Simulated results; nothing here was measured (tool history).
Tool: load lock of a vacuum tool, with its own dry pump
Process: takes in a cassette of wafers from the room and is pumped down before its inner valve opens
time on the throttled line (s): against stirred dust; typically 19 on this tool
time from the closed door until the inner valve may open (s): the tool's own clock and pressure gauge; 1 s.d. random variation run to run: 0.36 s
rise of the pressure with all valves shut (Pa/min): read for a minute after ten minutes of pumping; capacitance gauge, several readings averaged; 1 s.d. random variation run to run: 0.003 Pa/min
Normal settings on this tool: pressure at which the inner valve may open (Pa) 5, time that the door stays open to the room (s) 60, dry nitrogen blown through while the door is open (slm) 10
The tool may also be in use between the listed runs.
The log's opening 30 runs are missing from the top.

run    hour  time on the throttled line (s)  pressure at which the inner valve may open (Pa)  time that the door stays open to the room (s)  dry nitrogen blown through while the door is open (slm)  incoming humidity of the room's air, %  time from the closed door until the inner valve may open (s)  rise of the pressure with all valves shut (Pa/min)
 31  3457.1                              19                                                5                                            210                                                       10                                    44.4                                                          34.5                                               0.188
 32  3598.4                              15                                                5                                             60                                                        4                                    47.4                                                          31.3                                               0.171
 33  3710.6                              16                                                6                                             90                                                       34                                    47.5                                                          31.2                                               0.154
 34  3828.9                              12                                                5                                             93                                                        7                                    45.6                                                          28.2                                               0.169
 35  3918.7                              11                                                7                                             81                                                       32                                    47.4                                                          26.1                                               0.151
 36  4044.5                              27                                                7                                             81                                                       35                                    45.7                                                          40.8                                               0.155
 37  4180.6                              11                                                9                                            108                                                       10                                    46.5                                                          26.3                                               0.180
 38  4291.4                              23                                                5                                            159                                                        5                                    46.4                                                          37.4                                               0.208

Consider 3 possible next runs. They are alternatives, not a sequence: every one starts from the tool as it was left by run 38. What does each give?
  A  4403.6                              14                                                5                                             33                                                       16                                    43.1                                                             ?                                                   ?
  B  4403.6                              27                                                5                                             60                                                       10                                    48.6                                                             ?                                                   ?
  C  4403.6                              23                                                5                                            159                                                       25                                    43.6                                                             ?                                                   ?

run  time from the closed door until the inner valve may open (s)  rise of the pressure with all valves shut (Pa/min)
  A                                                          30.6                                               0.158
  B                                                          41.9                                               0.174
  C                                                          37.9                                               0.178
With the hidden condition removed and each run's random variation left untouched, the same runs would have given:
run  time from the closed door until the inner valve may open (s)  rise of the pressure with all valves shut (Pa/min)
  A                                                          29.2                                               0.027
  B                                                          40.7                                               0.045
  C                                                          36.6                                               0.048

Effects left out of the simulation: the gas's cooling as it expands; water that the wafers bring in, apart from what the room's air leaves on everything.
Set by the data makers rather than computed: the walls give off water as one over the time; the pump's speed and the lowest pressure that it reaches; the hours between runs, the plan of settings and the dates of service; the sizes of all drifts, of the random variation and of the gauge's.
